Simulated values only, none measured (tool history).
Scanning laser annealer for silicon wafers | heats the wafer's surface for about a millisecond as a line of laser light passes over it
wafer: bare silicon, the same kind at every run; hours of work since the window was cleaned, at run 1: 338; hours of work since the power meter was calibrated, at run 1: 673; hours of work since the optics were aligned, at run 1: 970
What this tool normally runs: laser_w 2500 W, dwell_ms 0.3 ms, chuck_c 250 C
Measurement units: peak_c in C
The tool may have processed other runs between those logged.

run,hour,laser_w,dwell_ms,chuck_c,hours of work since the window was cleaned,hours of work since the power meter was calibrated,hours of work since the optics were aligned,peak_c
1,0,2500,0.3,250,338,673,970,974
2,29.3,2500,0.332,250,352,687,983,1011
3,70.9,2500,0.332,250,371,706,1002,1008
4,97.5,2500,0.332,250,383,718,1014,1010
5,129.2,2500,0.332,250,398,733,1029,1008
6,169.4,2500,0.332,250,416,751,1048,1008
7,190.4,2500,0.332,250,426,761,1057,1008
8,212.3,2500,0.217,250,436,771,1067,852
# hour 218.1: window over the wafer cleaned
9,258.6,2132,0.352,259,19,792,1088,886
10,294,2500,0.302,250,35,808,1104,950
11,315.6,2191,0.276,259,45,818,1114,825
12,343.8,2735,0.355,224,58,831,1127,1070
13,361.6,2735,0.355,224,66,839,1135,1075
14,399.2,2735,0.249,224,83,856,1152,929
# hour 413.3: window over the wafer cleaned, once more
15,431.1,2343,0.369,241,8,870,1166,1010

Pick out some run-to-run changes in peak_c. Of each, how much would a tool without hidden state show as well, from the settings, what came in and chance, and how much is left for the hidden state and any gauge scatter not in both results compared?
The hidden state here: light that passes the window, % of a clean one's; laser's true power over the reading, %; width of the line over the set one, %; drift of the gauge itself on peak_c, C.
Run 11 -> 12: laser_w 2191 -> 2735, dwell_ms 0.276 -> 0.355, chuck_c 259 -> 224. peak_c +245 C: hidden state -25, all else +270.
Run 14 -> 15: laser_w 2735 -> 2343, dwell_ms 0.249 -> 0.369, chuck_c 224 -> 241, window over the wafer cleaned, once more. peak_c +81 C: hidden state +48, all else +33.
